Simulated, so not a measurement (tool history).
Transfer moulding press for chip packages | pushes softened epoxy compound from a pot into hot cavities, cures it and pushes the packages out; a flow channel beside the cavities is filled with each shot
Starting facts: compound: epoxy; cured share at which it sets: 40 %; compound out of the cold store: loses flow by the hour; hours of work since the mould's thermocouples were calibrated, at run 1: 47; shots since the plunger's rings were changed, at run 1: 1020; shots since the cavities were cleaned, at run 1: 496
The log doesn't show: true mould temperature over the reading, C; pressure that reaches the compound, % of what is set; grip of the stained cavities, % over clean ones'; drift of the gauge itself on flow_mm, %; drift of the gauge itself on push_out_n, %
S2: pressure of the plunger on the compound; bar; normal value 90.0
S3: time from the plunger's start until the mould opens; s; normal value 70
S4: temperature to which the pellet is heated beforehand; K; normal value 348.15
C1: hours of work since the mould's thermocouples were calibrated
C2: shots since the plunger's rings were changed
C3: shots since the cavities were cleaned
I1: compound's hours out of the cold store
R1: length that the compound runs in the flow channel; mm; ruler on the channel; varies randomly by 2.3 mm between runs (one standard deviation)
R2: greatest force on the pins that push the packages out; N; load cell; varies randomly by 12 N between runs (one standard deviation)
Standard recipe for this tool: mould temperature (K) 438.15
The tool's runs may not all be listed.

{"run": 1, "hour": 0.0, "mould temperature (K)": 438.15, "S2": 90.0, "S3": 70, "S4": 348.15, "C1": 47, "C2": 1020, "C3": 496, "I1": 22.7, "R1": 663, "R2": 896}
{"hour": 16.5, "done": "cavities cleaned with cleaning compound and waxed"}
{"hour": 65.0, "done": "cavities cleaned with cleaning compound and waxed"}
{"run": 2, "hour": 77.3, "mould temperature (K)": 438.15, "S2": 90.0, "S3": 70, "S4": 348.15, "C1": 102, "C2": 2219, "C3": 198, "I1": 25.5, "R1": 651, "R2": 761}
{"hour": 113.5, "done": "cavities cleaned with cleaning compound and waxed"}
{"hour": 158.9, "done": "cavities cleaned with cleaning compound and waxed"}
{"run": 3, "hour": 171.0, "mould temperature (K)": 438.15, "S2": 90.0, "S3": 70, "S4": 348.15, "C1": 170, "C2": 3685, "C3": 196, "I1": 13.0, "R1": 665, "R2": 733}
{"hour": 209.2, "done": "cavities cleaned with cleaning compound and waxed"}
{"hour": 255.9, "done": "cavities cleaned with cleaning compound and waxed"}
{"run": 4, "hour": 273.0, "mould temperature (K)": 438.15, "S2": 90.0, "S3": 70, "S4": 348.15, "C1": 243, "C2": 5284, "C3": 277, "I1": 19.5, "R1": 644, "R2": 756}
{"hour": 300.7, "done": "cavities cleaned with cleaning compound and waxed"}
{"hour": 349.2, "done": "cavities cleaned with cleaning compound and waxed"}
{"run": 5, "hour": 370.2, "mould temperature (K)": 438.15, "S2": 90.0, "S3": 70, "S4": 348.15, "C1": 313, "C2": 6804, "C3": 338, "I1": 11.1, "R1": 653, "R2": 809}
{"hour": 381.6, "done": "plunger's sealing rings changed"}
{"hour": 400.2, "done": "cavities cleaned with cleaning compound and waxed"}
{"run": 6, "hour": 425.1, "mould temperature (K)": 438.15, "S2": 90.0, "S3": 70, "S4": 348.15, "C1": 351, "C2": 677, "C3": 401, "I1": 30.2, "R1": 654, "R2": 842}
{"hour": 448.4, "done": "cavities cleaned with cleaning compound and waxed"}
{"hour": 498.8, "done": "cavities cleaned with cleaning compound and waxed"}
{"run": 7, "hour": 503.5, "mould temperature (K)": 438.15, "S2": 90.0, "S3": 70, "S4": 348.15, "C1": 407, "C2": 1895, "C3": 76, "I1": 32.7, "R1": 640, "R2": 633}
{"hour": 551.3, "done": "cavities cleaned with cleaning compound and waxed"}
{"run": 8, "hour": 554.0, "mould temperature (K)": 438.15, "S2": 90.0, "S3": 70, "S4": 348.15, "C1": 444, "C2": 2687, "C3": 44, "I1": 30.6, "R1": 638, "R2": 580}
{"hour": 600.5, "done": "cavities cleaned with cleaning compound and waxed"}
{"hour": 654.5, "done": "cavities cleaned with cleaning compound and waxed"}
{"run": 9, "hour": 656.3, "mould temperature (K)": 438.15, "S2": 90.0, "S3": 70, "S4": 348.15, "C1": 518, "C2": 4290, "C3": 29, "I1": 36.6, "R1": 620, "R2": 547}
{"hour": 706.7, "done": "cavities cleaned with cleaning compound and waxed"}
{"run": 10, "hour": 709.5, "mould temperature (K)": 438.15, "S2": 79.4, "S3": 70, "S4": 348.15, "C1": 556, "C2": 5125, "C3": 45, "I1": 43.6, "R1": 567, "R2": 547}
{"hour": 753.9, "done": "cavities cleaned with cleaning compound and waxed"}
{"run": 11, "hour": 766.3, "mould temperature (K)": 438.15, "S2": 90.0, "S3": 70, "S4": 348.15, "C1": 597, "C2": 6018, "C3": 200, "I1": 24.7, "R1": 630, "R2": 674}
{"hour": 801.8, "done": "cavities cleaned with cleaning compound and waxed"}
{"hour": 827.0, "done": "plunger's sealing rings changed"}
{"hour": 851.3, "done": "cavities cleaned with cleaning compound and waxed"}
{"run": 12, "hour": 857.6, "mould temperature (K)": 438.15, "S2": 90.0, "S3": 70, "S4": 348.15, "C1": 661, "C2": 470, "C3": 102, "I1": 14.3, "R1": 677, "R2": 614}
{"hour": 903.4, "done": "cavities cleaned with cleaning compound and waxed"}
{"hour": 955.1, "done": "cavities cleaned with cleaning compound and waxed"}
{"run": 13, "hour": 959.1, "mould temperature (K)": 432.15, "S2": 101.9, "S3": 70, "S4": 348.15, "C1": 735, "C2": 2061, "C3": 64, "I1": 21.6, "R1": 715, "R2": 939}
{"hour": 1003.7, "done": "cavities cleaned with cleaning compound and waxed"}
{"run": 14, "hour": 1021.4, "mould temperature (K)": 432.15, "S2": 101.9, "S3": 70, "S4": 348.15, "C1": 780, "C2": 3043, "C3": 287, "I1": 29.8, "R1": 693, "R2": 1094}
{"hour": 1054.5, "done": "mould's thermocouples calibrated"}
{"hour": 1056.0, "done": "cavities cleaned with cleaning compound and waxed"}
{"hour": 1104.9, "done": "cavities cleaned with cleaning compound and waxed"}
{"run": 15, "hour": 1113.2, "mould temperature (K)": 438.15, "S2": 96.8, "S3": 70, "S4": 342.15, "C1": 41, "C2": 4445, "C3": 135, "I1": 47.8, "R1": 626, "R2": 698}
{"hour": 1150.8, "done": "cavities cleaned with cleaning compound and waxed"}
{"run": 16, "hour": 1187.7, "mould temperature (K)": 438.15, "S2": 96.8, "S3": 70, "S4": 342.15, "C1": 96, "C2": 5625, "C3": 598, "I1": 42.0, "R1": 629, "R2": 981}
{"hour": 1199.3, "done": "cavities cleaned with cleaning compound and waxed"}
{"hour": 1244.1, "done": "cavities cleaned with cleaning compound and waxed"}
{"run": 17, "hour": 1244.1, "mould temperature (K)": 433.15, "S2": 90.0, "S3": 97, "S4": 348.15, "C1": 135, "C2": 6486, "C3": 0, "I1": 12.4, "R1": 670, "R2": 433}
{"hour": 1271.2, "done": "plunger's sealing rings changed"}
{"hour": 1292.2, "done": "cavities cleaned with cleaning compound and waxed"}
{"run": 18, "hour": 1302.1, "mould temperature (K)": 438.15, "S2": 90.0, "S3": 108, "S4": 348.15, "C1": 176, "C2": 475, "C3": 161, "I1": 17.3, "R1": 674, "R2": 469}
{"hour": 1338.6, "done": "cavities cleaned with cleaning compound and waxed"}
{"run": 19, "hour": 1373.4, "mould temperature (K)": 438.15, "S2": 90.0, "S3": 108, "S4": 348.15, "C1": 228, "C2": 1601, "C3": 561, "I1": 21.3, "R1": 664, "R2": 657}
{"hour": 1385.9, "done": "cavities cleaned with cleaning compound and waxed"}
{"run": 20, "hour": 1421.5, "mould temperature (K)": 438.15, "S2": 90.0, "S3": 108, "S4": 348.15, "C1": 262, "C2": 2354, "C3": 574, "I1": 16.0, "R1": 665, "R2": 633}
{"hour": 1431.5, "done": "cavities cleaned with cleaning compound and waxed"}
{"hour": 1482.2, "done": "cavities cleaned with cleaning compound and waxed"}
{"run": 21, "hour": 1498.3, "mould temperature (K)": 438.15, "S2": 90.0, "S3": 108, "S4": 348.15, "C1": 317, "C2": 3546, "C3": 260, "I1": 37.5, "R1": 620, "R2": 523}
{"hour": 1530.5, "done": "cavities cleaned with cleaning compound and waxed"}
{"hour": 1578.9, "done": "cavities cleaned with cleaning compound and waxed"}
{"run": 22, "hour": 1582.1, "mould temperature (K)": 445.15, "S2": 91.9, "S3": 108, "S4": 348.15, "C1": 377, "C2": 4851, "C3": 52, "I1": 27.7, "R1": 621, "R2": 414}
{"hour": 1625.1, "done": "cavities cleaned with cleaning compound and waxed"}
{"hour": 1669.9, "done": "cavities cleaned with cleaning compound and waxed"}
{"run": 23, "hour": 1678.8, "mould temperature (K)": 445.15, "S2": 91.9, "S3": 108, "S4": 348.15, "C1": 447, "C2": 6364, "C3": 143, "I1": 11.8, "R1": 642, "R2": 466}
{"hour": 1714.6, "done": "plunger's sealing rings changed"}
{"hour": 1721.9, "done": "cavities cleaned with cleaning compound and waxed"}
{"hour": 1771.8, "done": "cavities cleaned with cleaning compound and waxed"}
{"run": 24, "hour": 1778.6, "mould temperature (K)": 445.15, "S2": 91.9, "S3": 108, "S4": 348.15, "C1": 517, "C2": 985, "C3": 110, "I1": 32.8, "R1": 635, "R2": 461}

4 ways to go on from here, each from the tool as it stands after run 24. What would each give?
{"hour": 1816.5, "done": "cavities cleaned with cleaning compound and waxed"}
{"run": "A", "hour": 1842.1, "mould temperature (K)": 438.15, "S2": 90.0, "S3": 70, "S4": 340.15, "C1": 563, "C2": 1987, "C3": 414, "I1": 30.0, "R1": "?", "R2": "?"}
{"hour": 1816.5, "done": "cavities cleaned with cleaning compound and waxed"}
{"run": "B", "hour": 1842.1, "mould temperature (K)": 438.15, "S2": 90.0, "S3": 52, "S4": 345.15, "C1": 563, "C2": 1987, "C3": 414, "I1": 34.7, "R1": "?", "R2": "?"}
{"hour": 1816.5, "done": "cavities cleaned with cleaning compound and waxed"}
{"run": "C", "hour": 1842.1, "mould temperature (K)": 445.15, "S2": 74.6, "S3": 108, "S4": 348.15, "C1": 563, "C2": 1987, "C3": 414, "I1": 24.4, "R1": "?", "R2": "?"}
{"hour": 1816.5, "done": "cavities cleaned with cleaning compound and waxed"}
{"run": "D", "hour": 1842.1, "mould temperature (K)": 435.15, "S2": 105.8, "S3": 108, "S4": 355.15, "C1": 563, "C2": 1987, "C3": 414, "I1": 39.4, "R1": "?", "R2": "?"}

run=A R1=640 R2=916
run=B R1=638 R2=2056
run=C R1=581 R2=565
run=D R1=687 R2=571
With no hidden state in the tool, these same runs would have given:
run=A R1=653 R2=606
run=B R1=651 R2=1345
run=C R1=592 R2=357
run=D R1=701 R2=364

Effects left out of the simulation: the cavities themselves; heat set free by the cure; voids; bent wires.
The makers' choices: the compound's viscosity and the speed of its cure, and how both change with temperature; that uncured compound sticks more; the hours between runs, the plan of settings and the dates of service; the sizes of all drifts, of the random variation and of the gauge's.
